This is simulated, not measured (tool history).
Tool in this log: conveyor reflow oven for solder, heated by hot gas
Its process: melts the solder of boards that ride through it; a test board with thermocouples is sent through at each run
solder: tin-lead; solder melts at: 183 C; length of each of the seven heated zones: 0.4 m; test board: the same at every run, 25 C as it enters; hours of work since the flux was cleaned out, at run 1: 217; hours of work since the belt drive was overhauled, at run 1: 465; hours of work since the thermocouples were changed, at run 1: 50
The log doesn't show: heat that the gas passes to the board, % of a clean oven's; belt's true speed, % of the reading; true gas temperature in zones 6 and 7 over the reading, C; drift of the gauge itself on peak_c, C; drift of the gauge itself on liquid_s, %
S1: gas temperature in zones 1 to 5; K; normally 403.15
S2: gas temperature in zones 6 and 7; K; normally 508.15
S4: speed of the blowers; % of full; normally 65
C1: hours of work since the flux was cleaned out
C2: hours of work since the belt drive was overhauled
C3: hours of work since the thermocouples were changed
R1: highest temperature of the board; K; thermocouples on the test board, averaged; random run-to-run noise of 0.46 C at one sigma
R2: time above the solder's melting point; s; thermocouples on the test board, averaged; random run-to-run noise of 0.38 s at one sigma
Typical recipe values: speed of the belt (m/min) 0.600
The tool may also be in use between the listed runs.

run 1 day=0.000 | S1=403.15 S2=508.15 speed_of_the_belt_(m/min)=0.600 S4=65 | C1=217 C2=465 C3=50 | R1=494.05 R2=60.2
run 2 day=0.767 | S1=403.15 S2=506.15 speed_of_the_belt_(m/min)=0.600 S4=65 | C1=230 C2=478 C3=63 | R1=491.55 R2=59.3
run 3 day=1.158 | S1=403.15 S2=506.15 speed_of_the_belt_(m/min)=0.600 S4=65 | C1=237 C2=485 C3=69 | R1=491.45 R2=58.8
run 4 day=1.867 | S1=403.15 S2=508.15 speed_of_the_belt_(m/min)=0.600 S4=65 | C1=249 C2=497 C3=81 | R1=492.85 R2=60.0
run 5 day=2.512 | S1=403.15 S2=508.15 speed_of_the_belt_(m/min)=0.600 S4=65 | C1=260 C2=508 C3=92 | R1=492.85 R2=60.4
run 6 day=3.162 | S1=403.15 S2=508.15 speed_of_the_belt_(m/min)=0.600 S4=65 | C1=271 C2=519 C3=103 | R1=492.05 R2=60.4
run 7 day=3.858 | S1=403.15 S2=508.15 speed_of_the_belt_(m/min)=0.600 S4=65 | C1=283 C2=531 C3=115 | R1=492.75 R2=60.5
run 8 day=4.725 | S1=403.15 S2=508.15 speed_of_the_belt_(m/min)=0.600 S4=62 | C1=297 C2=545 C3=130 | R1=491.85 R2=60.0
run 9 day=5.142 | S1=403.15 S2=508.15 speed_of_the_belt_(m/min)=0.600 S4=62 | C1=304 C2=552 C3=137 | R1=491.95 R2=58.9
run 10 day=5.875 | S1=403.15 S2=508.15 speed_of_the_belt_(m/min)=0.600 S4=62 | C1=317 C2=565 C3=149 | R1=491.75 R2=59.1
run 11 day=6.700 | S1=403.15 S2=508.15 speed_of_the_belt_(m/min)=0.600 S4=65 | C1=331 C2=579 C3=163 | R1=492.55 R2=60.4
run 12 day=7.596 | S1=395.15 S2=499.15 speed_of_the_belt_(m/min)=0.600 S4=65 | C1=346 C2=594 C3=179 | R1=483.75 R2=49.5
-- day=7.829 belt drive overhauled, speed set with a stopwatch
run 13 day=8.204 | S1=412.15 S2=508.15 speed_of_the_belt_(m/min)=0.549 S4=65 | C1=353 C2=6 C3=186 | R1=495.55 R2=72.7
run 14 day=8.838 | S1=403.15 S2=503.15 speed_of_the_belt_(m/min)=0.483 S4=85 | C1=364 C2=17 C3=197 | R1=496.65 R2=81.0
-- day=9.188 flux residue cleaned out of gas plates and filters
run 15 day=9.658 | S1=403.15 S2=508.15 speed_of_the_belt_(m/min)=0.532 S4=86 | C1=8 C2=27 C3=207 | R1=500.05 R2=75.5
run 16 day=10.575 | S1=391.15 S2=508.15 speed_of_the_belt_(m/min)=0.532 S4=62 | C1=24 C2=43 C3=223 | R1=495.05 R2=67.0
run 17 day=11.158 | S1=389.15 S2=522.15 speed_of_the_belt_(m/min)=0.650 S4=67 | C1=33 C2=53 C3=233 | R1=501.55 R2=56.5
run 18 day=11.704 | S1=389.15 S2=522.15 speed_of_the_belt_(m/min)=0.650 S4=67 | C1=43 C2=62 C3=242 | R1=502.55 R2=57.5
run 19 day=12.183 | S1=403.15 S2=522.15 speed_of_the_belt_(m/min)=0.600 S4=61 | C1=51 C2=70 C3=250 | R1=505.05 R2=68.0
run 20 day=12.688 | S1=403.15 S2=522.15 speed_of_the_belt_(m/min)=0.600 S4=61 | C1=59 C2=79 C3=258 | R1=505.85 R2=68.5
-- day=13.067 belt drive overhauled, speed set with a stopwatch, once more
run 21 day=13.433 | S1=403.15 S2=522.15 speed_of_the_belt_(m/min)=0.600 S4=61 | C1=69 C2=6 C3=268 | R1=504.55 R2=67.8

Pick out some run-to-run changes in R1. Of each, how much would a tool without hidden state show as well, from the settings, what came in and chance, and how much is left for the hidden state and any gauge scatter not in both results compared?
Run 11 -> 12: S1 403.15 -> 395.15, S2 508.15 -> 499.15. R1 -8.80 K: hidden state -0.20, all else -8.60.
Run 12 -> 13: S1 395.15 -> 412.15, S2 499.15 -> 508.15, speed of the belt (m/min) 0.600 -> 0.549, belt drive overhauled, speed set with a stopwatch. R1 +11.80 K: hidden state +0.20, all else +11.60.
Run 14 -> 15: S2 503.15 -> 508.15, speed of the belt (m/min) 0.483 -> 0.532, S4 85 -> 86, flux residue cleaned out of gas plates and filters. R1 +3.40 K: hidden state +1.00, all else +2.40.
Run 20 -> 21: belt drive overhauled, speed set with a stopwatch, once more. R1 -1.30 K: hidden state -0.40, all else -0.90.

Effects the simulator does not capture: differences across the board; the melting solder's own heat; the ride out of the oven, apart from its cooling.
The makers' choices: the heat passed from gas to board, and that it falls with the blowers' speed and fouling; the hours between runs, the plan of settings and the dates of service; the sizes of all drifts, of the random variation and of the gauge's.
